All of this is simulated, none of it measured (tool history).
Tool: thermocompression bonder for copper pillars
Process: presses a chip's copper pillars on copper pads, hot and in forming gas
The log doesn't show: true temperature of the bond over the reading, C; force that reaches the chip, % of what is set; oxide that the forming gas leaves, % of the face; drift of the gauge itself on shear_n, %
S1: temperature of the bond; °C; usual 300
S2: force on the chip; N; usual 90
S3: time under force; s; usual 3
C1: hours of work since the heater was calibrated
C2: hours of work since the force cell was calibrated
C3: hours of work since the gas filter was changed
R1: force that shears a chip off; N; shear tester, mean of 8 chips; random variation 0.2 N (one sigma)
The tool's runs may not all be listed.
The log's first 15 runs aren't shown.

| run | hour | S1 | S2 | S3 | C1 | C2 | C3 | R1 |
|---|---|---|---|---|---|---|---|---|
| 16 | 185.6 | 300 | 90 | 3 | 1077 | 166 | 268 | 60.5 |
| 17 | 198.1 | 300 | 90 | 3 | 1082 | 172 | 274 | 60.8 |
| 18 | 205.6 | 300 | 90 | 2 | 1086 | 175 | 277 | 54.9 |
| 19 | 216 | 290 | 90 | 3 | 1090 | 180 | 282 | 57.5 |
| 20 | 223.1 | 290 | 90 | 3 | 1093 | 183 | 285 | 57.3 |
| 21 | 231.4 | 290 | 90 | 3 | 1097 | 187 | 289 | 57.5 |
| 22 | 245.2 | 300 | 56 | 3 | 1103 | 193 | 295 | 46.9 |
| 23 | 252.6 | 303 | 112 | 3 | 1107 | 196 | 299 | 66.9 |
| 24 | 266.6 | 300 | 73 | 7 | 1113 | 203 | 305 | 65.9 |
| 25 | 279 | 296 | 90 | 3 | 1118 | 208 | 310 | 59.4 |
| 26 | 291.4 | 296 | 90 | 3 | 1124 | 214 | 316 | 59.1 |
| 27 | 306.9 | 296 | 90 | 3 | 1131 | 221 | 323 | 59.4 |
| 28 | 316.9 | 308 | 65 | 3 | 1135 | 225 | 327 | 54 |
| 29 | 331.5 | 272 | 117 | 2 | 1142 | 232 | 334 | 52.3 |
| 30 | 342.2 | 278 | 90 | 3 | 1147 | 237 | 339 | 52.9 |
| 31 | 356.9 | 300 | 90 | 9 | 1153 | 243 | 345 | 73.2 |
| 32 | 365.7 | 313 | 90 | 4 | 1157 | 247 | 349 | 67.9 |
| 33 | 376.6 | 313 | 90 | 4 | 1162 | 252 | 354 | 68 |
| 34 | 383.5 | 311 | 103 | 3 | 1165 | 255 | 357 | 67.1 |
| 35 | 395.6 | 325 | 87 | 6 | 1171 | 261 | 363 | 73.6 |
| 36 | 407.8 | 314 | 67 | 4 | 1176 | 266 | 368 | 60.4 |
| 37 | 421.9 | 314 | 67 | 4 | 1183 | 272 | 374 | 60.4 |
| 38 | 431.5 | 311 | 90 | 2 | 1187 | 277 | 379 | 58.4 |
| 39 | 441.6 | 305 | 58 | 3 | 1191 | 281 | 383 | 49.3 |
| 40 | 452.4 | 320 | 63 | 3 | 1196 | 286 | 388 | 56.4 |

3 ways to go on from here, each from the tool as it stands after run 40. What would each give?
|  | 458.4 | heater calibrated with a thermocouple chip |
| A | 467.8 | 307 | 80 | 8 | 4 | 292 | 394 | ? |
|  | 458.4 | heater calibrated with a thermocouple chip |
| B | 467.8 | 320 | 86 | 2 | 4 | 292 | 394 | ? |
|  | 458.4 | heater calibrated with a thermocouple chip |
| C | 467.8 | 327 | 63 | 4 | 4 | 292 | 394 | ? |

| run | R1 |
|---|---|
| A | 67.9 |
| B | 55.4 |
| C | 58.9 |
Without the tool's hidden state the same runs would have given:
| run | R1 |
|---|---|
| A | 71 |
| B | 57.7 |
| C | 61.5 |
